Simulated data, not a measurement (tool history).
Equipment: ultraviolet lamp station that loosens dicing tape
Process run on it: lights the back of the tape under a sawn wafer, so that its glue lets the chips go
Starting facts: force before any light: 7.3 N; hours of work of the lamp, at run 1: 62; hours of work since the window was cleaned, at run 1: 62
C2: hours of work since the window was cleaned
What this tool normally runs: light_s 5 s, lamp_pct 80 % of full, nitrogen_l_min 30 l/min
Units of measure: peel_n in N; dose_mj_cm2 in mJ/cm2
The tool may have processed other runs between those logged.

Run 1, hour 0: usual settings; hours of work of the lamp 62; C2 62. Result: peel_n 0.47 N, dose_mj_cm2 415 mJ/cm2.
Run 2, hour 8.1: usual settings but light_s 3 s; hours of work of the lamp 67; C2 67. Result: peel_n 1.125 N, dose_mj_cm2 249 mJ/cm2.
Run 3, hour 16.5: usual settings but nitrogen_l_min 27 l/min; hours of work of the lamp 73; C2 73. Result: peel_n 0.482 N, dose_mj_cm2 413 mJ/cm2.
Run 4, hour 28.6: usual settings but nitrogen_l_min 31 l/min; hours of work of the lamp 81; C2 81. Result: peel_n 0.438 N, dose_mj_cm2 410 mJ/cm2.
Run 5, hour 39.4: usual settings but nitrogen_l_min 31 l/min; hours of work of the lamp 88; C2 88. Result: peel_n 0.446 N, dose_mj_cm2 412 mJ/cm2.
Run 6, hour 49.9: usual settings but nitrogen_l_min 31 l/min; hours of work of the lamp 95; C2 95. Result: peel_n 0.482 N, dose_mj_cm2 417 mJ/cm2.
Run 7, hour 57.1: usual settings but nitrogen_l_min 31 l/min; hours of work of the lamp 99; C2 99. Result: peel_n 0.465 N, dose_mj_cm2 413 mJ/cm2.
Run 8, hour 62.6: usual settings but nitrogen_l_min 23 l/min; hours of work of the lamp 103; C2 103. Result: peel_n 0.523 N, dose_mj_cm2 414 mJ/cm2.
Run 9, hour 73: usual settings; hours of work of the lamp 109; C2 109. Result: peel_n 0.45 N, dose_mj_cm2 418 mJ/cm2.
Run 10, hour 80.7: usual settings; hours of work of the lamp 114; C2 114. Result: peel_n 0.452 N, dose_mj_cm2 412 mJ/cm2.
Run 11, hour 91.7: usual settings; hours of work of the lamp 122; C2 122. Result: peel_n 0.464 N, dose_mj_cm2 411 mJ/cm2.
Run 12, hour 104: usual settings but light_s 4 s; hours of work of the lamp 130; C2 130. Result: peel_n 0.685 N, dose_mj_cm2 330 mJ/cm2.
Run 13, hour 114.4: usual settings but light_s 4 s; hours of work of the lamp 136; C2 136. Result: peel_n 0.663 N, dose_mj_cm2 334 mJ/cm2.
Run 14, hour 124.4: usual settings but light_s 4 s; hours of work of the lamp 143; C2 143. Result: peel_n 0.702 N, dose_mj_cm2 331 mJ/cm2.
Run 15, hour 132.4: usual settings; hours of work of the lamp 148; C2 148. Result: peel_n 0.462 N, dose_mj_cm2 410 mJ/cm2.
Run 16, hour 144.1: usual settings; hours of work of the lamp 156; C2 156. Result: peel_n 0.454 N, dose_mj_cm2 416 mJ/cm2.
Run 17, hour 152: usual settings; hours of work of the lamp 161; C2 161. Result: peel_n 0.453 N, dose_mj_cm2 416 mJ/cm2.
Run 18, hour 163.5: usual settings; hours of work of the lamp 168; C2 168. Result: peel_n 0.469 N, dose_mj_cm2 416 mJ/cm2.
Run 19, hour 170.3: usual settings but light_s 7 s, lamp_pct 90 % of full; hours of work of the lamp 173; C2 173. Result: peel_n 0.255 N, dose_mj_cm2 649 mJ/cm2.
Run 20, hour 179: usual settings but lamp_pct 89 % of full, nitrogen_l_min 15 l/min; hours of work of the lamp 178; C2 178. Result: peel_n 0.527 N, dose_mj_cm2 459 mJ/cm2.
Run 21, hour 186.2: usual settings but light_s 4 s, lamp_pct 82 % of full; hours of work of the lamp 183; C2 183. Result: peel_n 0.635 N, dose_mj_cm2 338 mJ/cm2.
Run 22, hour 195.3: usual settings but light_s 4 s, lamp_pct 82 % of full; hours of work of the lamp 189; C2 189. Result: peel_n 0.672 N, dose_mj_cm2 337 mJ/cm2.
Run 23, hour 206.4: usual settings but light_s 4 s, lamp_pct 76 % of full, nitrogen_l_min 31 l/min; hours of work of the lamp 196; C2 196. Result: peel_n 0.755 N, dose_mj_cm2 312 mJ/cm2.
Run 24, hour 216.1: usual settings but light_s 4 s, lamp_pct 76 % of full, nitrogen_l_min 31 l/min; hours of work of the lamp 202; C2 202. Result: peel_n 0.751 N, dose_mj_cm2 314 mJ/cm2.
Run 25, hour 222.3: usual settings but light_s 4 s, lamp_pct 76 % of full, nitrogen_l_min 31 l/min; hours of work of the lamp 206; C2 206. Result: peel_n 0.731 N, dose_mj_cm2 309 mJ/cm2.
Run 26, hour 233.2: usual settings but light_s 3 s; hours of work of the lamp 213; C2 213. Result: peel_n 1.183 N, dose_mj_cm2 248 mJ/cm2.
Run 27, hour 246.1: usual settings but light_s 3 s; hours of work of the lamp 222; C2 222. Result: peel_n 1.118 N, dose_mj_cm2 246 mJ/cm2.
Run 28, hour 258.9: usual settings but light_s 4 s, lamp_pct 73 % of full, nitrogen_l_min 10 l/min; hours of work of the lamp 230; C2 230. Result: peel_n 1.399 N, dose_mj_cm2 303 mJ/cm2.
Run 29, hour 266.7: usual settings; hours of work of the lamp 235; C2 235. Result: peel_n 0.483 N, dose_mj_cm2 417 mJ/cm2.
Run 30, hour 274.8: usual settings but light_s 2 s, lamp_pct 89 % of full; hours of work of the lamp 240; C2 240. Result: peel_n 1.761 N, dose_mj_cm2 186 mJ/cm2.
Run 31, hour 283.8: usual settings but light_s 2 s, lamp_pct 68 % of full, nitrogen_l_min 23 l/min; hours of work of the lamp 246; C2 246. Result: peel_n 2.725 N, dose_mj_cm2 142 mJ/cm2.
Run 32, hour 293.9: usual settings but light_s 2 s, lamp_pct 68 % of full, nitrogen_l_min 23 l/min; hours of work of the lamp 253; C2 253. Result: peel_n 2.654 N, dose_mj_cm2 135 mJ/cm2.
Run 33, hour 303.9: usual settings but light_s 3 s, lamp_pct 99 % of full, nitrogen_l_min 12 l/min; hours of work of the lamp 259; C2 259. Result: peel_n 1.211 N, dose_mj_cm2 306 mJ/cm2.
Run 34, hour 314: usual settings but light_s 8 s, lamp_pct 71 % of full, nitrogen_l_min 44 l/min; hours of work of the lamp 266; C2 266. Result: peel_n 0.269 N, dose_mj_cm2 589 mJ/cm2.

Forecast each of these 4 alternatives for the next run:
Run A, hour 324.7: usual settings but light_s 3 s, lamp_pct 99 % of full, nitrogen_l_min 44 l/min; hours of work of the lamp 273; C2 273. Result: peel_n ?, dose_mj_cm2 ?.
Run B, hour 324.7: usual settings but nitrogen_l_min 34 l/min; hours of work of the lamp 273; C2 273. Result: peel_n ?, dose_mj_cm2 ?.
Run C, hour 324.7: usual settings but light_s 8 s, lamp_pct 79 % of full, nitrogen_l_min 15 l/min; hours of work of the lamp 273; C2 273. Result: peel_n ?, dose_mj_cm2 ?.
Run D, hour 324.7: usual settings but nitrogen_l_min 60 l/min; hours of work of the lamp 273; C2 273. Result: peel_n ?, dose_mj_cm2 ?.

run  peel_n  dose_mj_cm2
  A   0.686          303
  B   0.437          411
  C   0.319          658
  D   0.365          417
Without the tool's unlogged condition, the same runs would have read:
run  peel_n  dose_mj_cm2
  A   0.685          304
  B   0.436          411
  C   0.319          658
  D   0.365          417

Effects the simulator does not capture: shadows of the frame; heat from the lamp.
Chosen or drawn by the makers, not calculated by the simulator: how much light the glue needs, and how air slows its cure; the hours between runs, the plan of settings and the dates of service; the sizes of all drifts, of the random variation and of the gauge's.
